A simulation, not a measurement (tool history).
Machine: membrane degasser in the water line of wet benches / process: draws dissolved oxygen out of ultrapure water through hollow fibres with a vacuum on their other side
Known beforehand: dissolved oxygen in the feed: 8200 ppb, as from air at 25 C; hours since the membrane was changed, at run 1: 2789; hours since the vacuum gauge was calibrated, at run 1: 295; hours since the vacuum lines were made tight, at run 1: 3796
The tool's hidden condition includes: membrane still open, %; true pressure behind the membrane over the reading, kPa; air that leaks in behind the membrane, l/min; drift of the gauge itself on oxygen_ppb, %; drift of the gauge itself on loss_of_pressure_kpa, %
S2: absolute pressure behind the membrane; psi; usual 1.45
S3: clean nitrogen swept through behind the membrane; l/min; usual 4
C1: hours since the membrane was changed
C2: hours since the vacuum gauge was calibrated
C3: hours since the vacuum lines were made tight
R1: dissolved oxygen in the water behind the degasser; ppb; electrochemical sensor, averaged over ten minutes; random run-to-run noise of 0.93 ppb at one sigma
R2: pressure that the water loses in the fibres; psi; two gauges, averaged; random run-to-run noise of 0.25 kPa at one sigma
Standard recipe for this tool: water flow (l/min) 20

{"run": 1, "hour": 0.0, "water flow (l/min)": 20, "S2": 1.45, "S3": 4, "C1": 2789, "C2": 295, "C3": 3796, "R1": 91.7, "R2": 9.873}
{"run": 2, "hour": 39.8, "water flow (l/min)": 20, "S2": 1.45, "S3": 4, "C1": 2829, "C2": 334, "C3": 3836, "R1": 92.8, "R2": 10.003}
{"run": 3, "hour": 93.7, "water flow (l/min)": 20, "S2": 1.45, "S3": 4, "C1": 2883, "C2": 388, "C3": 3890, "R1": 91.6, "R2": 9.944}
{"run": 4, "hour": 142.0, "water flow (l/min)": 20, "S2": 1.45, "S3": 4, "C1": 2931, "C2": 437, "C3": 3938, "R1": 90.3, "R2": 9.96}
{"run": 5, "hour": 189.8, "water flow (l/min)": 20, "S2": 1.45, "S3": 4, "C1": 2979, "C2": 484, "C3": 3986, "R1": 90.7, "R2": 9.908}
{"run": 6, "hour": 242.0, "water flow (l/min)": 20, "S2": 1.45, "S3": 6.88, "C1": 3031, "C2": 537, "C3": 4038, "R1": 57.2, "R2": 9.929}
{"run": 7, "hour": 305.0, "water flow (l/min)": 20, "S2": 1.45, "S3": 4, "C1": 3094, "C2": 600, "C3": 4101, "R1": 92, "R2": 9.938}
{"run": 8, "hour": 351.3, "water flow (l/min)": 20, "S2": 1.45, "S3": 4, "C1": 3141, "C2": 646, "C3": 4147, "R1": 91.8, "R2": 9.915}
{"run": 9, "hour": 387.9, "water flow (l/min)": 20, "S2": 1.45, "S3": 4, "C1": 3177, "C2": 683, "C3": 4184, "R1": 93.5, "R2": 9.896}
{"run": 10, "hour": 436.2, "water flow (l/min)": 20, "S2": 1.45, "S3": 4, "C1": 3226, "C2": 731, "C3": 4232, "R1": 92.4, "R2": 9.935}
{"run": 11, "hour": 472.5, "water flow (l/min)": 20, "S2": 1.45, "S3": 4, "C1": 3262, "C2": 767, "C3": 4269, "R1": 92.3, "R2": 9.939}
{"run": 12, "hour": 513.7, "water flow (l/min)": 20, "S2": 1.45, "S3": 6.84, "C1": 3303, "C2": 808, "C3": 4310, "R1": 57.1, "R2": 9.902}
{"run": 13, "hour": 558.7, "water flow (l/min)": 20, "S2": 1.45, "S3": 4, "C1": 3348, "C2": 853, "C3": 4355, "R1": 91, "R2": 10.016}
{"run": 14, "hour": 629.7, "water flow (l/min)": 20, "S2": 1.45, "S3": 4, "C1": 3419, "C2": 924, "C3": 4426, "R1": 93, "R2": 9.987}
{"run": 15, "hour": 701.5, "water flow (l/min)": 20, "S2": 1.45, "S3": 4, "C1": 3491, "C2": 996, "C3": 4498, "R1": 94.3, "R2": 9.952}
{"run": 16, "hour": 742.0, "water flow (l/min)": 20, "S2": 1.45, "S3": 4, "C1": 3531, "C2": 1037, "C3": 4538, "R1": 92.5, "R2": 10.045}
{"run": 17, "hour": 782.8, "water flow (l/min)": 20, "S2": 1.45, "S3": 4, "C1": 3572, "C2": 1077, "C3": 4579, "R1": 92.8, "R2": 9.932}
{"run": 18, "hour": 826.0, "water flow (l/min)": 20, "S2": 1.96, "S3": 2.44, "C1": 3615, "C2": 1121, "C3": 4622, "R1": 212, "R2": 9.948}
{"run": 19, "hour": 898.1, "water flow (l/min)": 20, "S2": 2.22, "S3": 7.52, "C1": 3688, "C2": 1193, "C3": 4694, "R1": 88.7, "R2": 10.074}
{"run": 20, "hour": 932.1, "water flow (l/min)": 18, "S2": 2.13, "S3": 4, "C1": 3722, "C2": 1227, "C3": 4728, "R1": 134.4, "R2": 9.017}
{"run": 21, "hour": 1004.7, "water flow (l/min)": 27, "S2": 1.1, "S3": 1.7, "C1": 3794, "C2": 1299, "C3": 4801, "R1": 193.7, "R2": 13.49}
{"run": 22, "hour": 1036.3, "water flow (l/min)": 27, "S2": 1.1, "S3": 1.7, "C1": 3826, "C2": 1331, "C3": 4832, "R1": 190.5, "R2": 13.449}
{"run": 23, "hour": 1109.9, "water flow (l/min)": 19, "S2": 1.45, "S3": 4, "C1": 3899, "C2": 1405, "C3": 4906, "R1": 87.9, "R2": 9.462}
{"run": 24, "hour": 1176.6, "water flow (l/min)": 18, "S2": 0.93, "S3": 7.49, "C1": 3966, "C2": 1471, "C3": 4973, "R1": 24.6, "R2": 9.078}
{"run": 25, "hour": 1236.1, "water flow (l/min)": 20, "S2": 1.52, "S3": 1.62, "C1": 4025, "C2": 1531, "C3": 5032, "R1": 220, "R2": 10.026}

Predict the results of run 26:
{"run": 26, "hour": 1274.7, "water flow (l/min)": 12, "S2": 3, "S3": 4, "C1": 4064, "C2": 1569, "C3": 5071, "R1": "?", "R2": "?"}

{"run 26": {"R1": 137.7, "R2": 6.036}}
Were there no unlogged condition in the tool, this run, its random variation unchanged, would have produced R1 130.2 ppb, R2 5.88 psi.

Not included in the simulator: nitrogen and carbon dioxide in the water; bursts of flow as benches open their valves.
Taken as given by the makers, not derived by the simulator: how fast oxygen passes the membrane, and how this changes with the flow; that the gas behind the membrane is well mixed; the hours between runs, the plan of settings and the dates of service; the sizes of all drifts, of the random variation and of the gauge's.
